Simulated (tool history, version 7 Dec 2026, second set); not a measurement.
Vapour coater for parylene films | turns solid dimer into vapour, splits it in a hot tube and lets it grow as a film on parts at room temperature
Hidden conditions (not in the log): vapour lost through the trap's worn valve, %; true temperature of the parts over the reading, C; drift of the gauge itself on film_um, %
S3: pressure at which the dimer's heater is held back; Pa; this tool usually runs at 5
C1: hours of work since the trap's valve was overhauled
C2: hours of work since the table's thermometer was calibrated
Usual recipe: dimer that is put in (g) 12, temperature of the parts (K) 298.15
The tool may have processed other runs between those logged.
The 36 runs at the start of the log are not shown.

{"run": 37, "hour": 691.1, "dimer that is put in (g)": 9, "temperature of the parts (K)": 294.15, "S3": 2.84, "C1": 87, "C2": 1086, "thickness of the film (um)": 8.27}
{"run": 38, "hour": 708.2, "dimer that is put in (g)": 16, "temperature of the parts (K)": 298.15, "S3": 5, "C1": 100, "C2": 1099, "thickness of the film (um)": 12.43}
{"run": 39, "hour": 720.4, "dimer that is put in (g)": 16, "temperature of the parts (K)": 298.15, "S3": 5, "C1": 110, "C2": 1108, "thickness of the film (um)": 12.17}
{"run": 40, "hour": 737.8, "dimer that is put in (g)": 16, "temperature of the parts (K)": 298.15, "S3": 5, "C1": 123, "C2": 1121, "thickness of the film (um)": 12.13}
{"run": 41, "hour": 757.0, "dimer that is put in (g)": 20, "temperature of the parts (K)": 290.15, "S3": 5, "C1": 138, "C2": 1136, "thickness of the film (um)": 18.38}
{"run": 42, "hour": 775.5, "dimer that is put in (g)": 13, "temperature of the parts (K)": 293.15, "S3": 11.25, "C1": 152, "C2": 1150, "thickness of the film (um)": 9.65}
{"run": 43, "hour": 795.8, "dimer that is put in (g)": 12, "temperature of the parts (K)": 294.15, "S3": 2.8, "C1": 167, "C2": 1166, "thickness of the film (um)": 10.78}
{"run": 44, "hour": 817.0, "dimer that is put in (g)": 19, "temperature of the parts (K)": 294.15, "S3": 2.52, "C1": 183, "C2": 1182, "thickness of the film (um)": 17.6}
{"run": 45, "hour": 828.4, "dimer that is put in (g)": 12, "temperature of the parts (K)": 298.15, "S3": 10.34, "C1": 192, "C2": 1191, "thickness of the film (um)": 7.84}
{"run": 46, "hour": 841.1, "dimer that is put in (g)": 22, "temperature of the parts (K)": 304.15, "S3": 10.34, "C1": 202, "C2": 1200, "thickness of the film (um)": 12.34}
{"run": 47, "hour": 855.6, "dimer that is put in (g)": 12, "temperature of the parts (K)": 298.15, "S3": 10.29, "C1": 213, "C2": 1211, "thickness of the film (um)": 7.79}

Consider 3 possible next runs. They are alternatives, not a sequence: every one starts from the tool as it was left by run 47. What does each give?
{"run": "A", "hour": 867.7, "dimer that is put in (g)": 9, "temperature of the parts (K)": 303.15, "S3": 4.85, "C1": 222, "C2": 1221, "thickness of the film (um)": "?"}
{"run": "B", "hour": 867.7, "dimer that is put in (g)": 6, "temperature of the parts (K)": 309.15, "S3": 10.29, "C1": 222, "C2": 1221, "thickness of the film (um)": "?"}
{"run": "C", "hour": 867.7, "dimer that is put in (g)": 12, "temperature of the parts (K)": 293.15, "S3": 2.73, "C1": 222, "C2": 1221, "thickness of the film (um)": "?"}

run=A thickness_of_the_film_(um)=5.81
run=B thickness_of_the_film_(um)=2.94
run=C thickness_of_the_film_(um)=10.84
The same runs, with their run-to-run variation unchanged, on a tool lacking any hidden condition would have given:
run=A thickness_of_the_film_(um)=6.58
run=B thickness_of_the_film_(um)=3.33
run=C thickness_of_the_film_(um)=12.29
